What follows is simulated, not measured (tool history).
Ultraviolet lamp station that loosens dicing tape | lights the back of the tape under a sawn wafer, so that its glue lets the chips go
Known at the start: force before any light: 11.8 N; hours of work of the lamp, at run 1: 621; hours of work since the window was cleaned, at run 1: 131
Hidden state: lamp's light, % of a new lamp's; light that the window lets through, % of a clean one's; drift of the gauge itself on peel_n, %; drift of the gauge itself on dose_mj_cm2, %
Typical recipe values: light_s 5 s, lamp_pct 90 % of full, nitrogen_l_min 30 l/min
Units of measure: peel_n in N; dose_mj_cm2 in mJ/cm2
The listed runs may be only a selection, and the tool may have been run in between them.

run,hour,light_s,lamp_pct,nitrogen_l_min,hours of work of the lamp,hours of work since the window was cleaned,peel_n,dose_mj_cm2
1,0.0,5,90,30,621,131,0.530,352
2,21.1,5,90,30,636,147,0.524,346
3,38.1,5,90,30,649,159,0.584,344
4,76.4,4,90,30,677,188,1.070,267
5,115.1,4,90,30,706,216,1.033,257
# hour 135.6: window cleaned of glue's vapour
6,144.4,4,90,30,727,7,1.297,242
7,174.4,4,90,30,750,29,1.406,236
8,199.7,5,90,30,769,48,0.907,282
9,222.7,5,90,11,786,65,2.198,276
10,239.3,5,90,11,798,77,2.229,272
11,260.4,5,90,30,814,93,0.992,264
12,287.2,5,90,30,833,112,1.138,256
13,315.2,5,90,30,854,133,1.124,250
# hour 323.9: window cleaned of glue's vapour, once more
14,336.8,5,90,30,870,10,0.497,366
15,355.0,5,90,30,883,23,0.532,358
16,393.2,5,90,30,912,51,0.537,345
17,422.6,5,90,30,934,73,0.592,343
18,455.9,5,90,29,958,98,0.636,329
19,490.7,5,100,30,984,124,0.510,359
20,523.6,5,77,30,1008,148,0.923,271
21,550.5,5,90,30,1028,168,0.741,313
22,574.8,8,98,30,1047,186,0.249,527
23,593.4,7,98,20,1060,200,0.443,454
24,627.1,7,98,20,1085,225,0.449,446
# hour 635.9: window cleaned of glue's vapour
25,645.0,7,98,20,1098,7,0.315,524
26,675.3,9,90,56,1121,29,0.201,602
27,702.8,3,80,20,1141,50,2.827,177
28,730.1,3,80,20,1161,70,2.782,174
29,749.7,3,80,33,1176,84,2.189,172
30,785.4,3,80,33,1202,111,2.266,167
31,801.5,5,99,25,1214,123,0.699,340
32,818.8,5,90,14,1227,136,1.540,302
33,845.1,3,76,21,1247,155,3.300,147
34,884.6,5,84,43,1276,185,0.721,273
35,919.2,5,84,43,1302,210,0.779,259
# hour 948.1: window cleaned of glue's vapour
36,949.0,5,84,43,1323,1,0.521,312
37,966.3,5,84,43,1336,14,0.526,308
38,997.8,3,90,30,1360,37,1.907,192
39,1033.0,5,94,58,1386,63,0.386,326
40,1060.2,5,94,58,1406,83,0.384,320
41,1087.3,5,92,24,1426,103,0.908,306
42,1113.1,5,85,10,1445,122,2.261,277

5 options for the next run, each taken on its own from the tool as it stands now. Forecast them:
A,1129.6,9,70,29,1457,135,?,?
B,1129.6,4,88,48,1457,135,?,?
C,1129.6,5,92,10,1457,135,?,?
D,1129.6,5,90,36,1457,135,?,?
E,1129.6,5,92,16,1457,135,?,?

run,peel_n,dose_mj_cm2
A,0.419,407
B,0.987,229
C,2.048,298
D,0.681,287
E,1.426,296
Had the tool no hidden state, the same runs would have come out as:
run,peel_n,dose_mj_cm2
A,0.226,615
B,0.395,345
C,0.918,450
D,0.288,435
E,0.578,447

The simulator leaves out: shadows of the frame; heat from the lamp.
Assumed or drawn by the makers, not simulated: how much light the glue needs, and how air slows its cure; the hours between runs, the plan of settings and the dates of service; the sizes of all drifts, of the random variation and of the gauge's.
